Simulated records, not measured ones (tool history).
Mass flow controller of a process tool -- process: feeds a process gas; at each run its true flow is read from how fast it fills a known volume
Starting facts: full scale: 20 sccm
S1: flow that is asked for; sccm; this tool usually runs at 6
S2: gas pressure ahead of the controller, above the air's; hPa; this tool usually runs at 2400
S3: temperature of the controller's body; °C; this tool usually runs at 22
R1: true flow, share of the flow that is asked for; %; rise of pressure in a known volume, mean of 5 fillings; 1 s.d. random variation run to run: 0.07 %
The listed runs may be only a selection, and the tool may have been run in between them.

run,hour,S1,S2,S3,R1
1,0,6,2400,22,97.63
2,371,6,2400,22,97.63
3,764.2,6,2400,25,97.58
4,1116.6,6,2400,25,97.55
5,1373.8,6,1480,22,97.37
6,1741.6,6,1480,22,97.43
7,2281,6,1480,22,97.36
8,2745.4,6,2400,22,97.54
9,3287.7,6,2400,22,97.6
10,3855.4,7,1880,22,97.78
11,4240.5,10,2400,22,98.61
12,4509.9,10,2400,22,98.7
13,5024.9,2,1870,30,94.19
14,5554.5,6,2400,36,97.11
15,6067.4,6,1470,25,97.26
16,6527.4,6,1470,25,97.2
17,6817.6,6,2420,22,97.6
18,7169.2,5,2580,39,96.57

4 options for the next run, each taken on its own from the tool as it stands now. Forecast them:
A,7606.4,6,2400,31,?
B,7606.4,5,1410,24,?
C,7606.4,13,2400,22,?
D,7606.4,15,1680,32,?

run,R1
A,97.15
B,96.79
C,99.58
D,99.53
Had the tool no hidden state, the same runs would have come out as:
run,R1
A,97.51
B,97.46
C,99.12
D,98.97
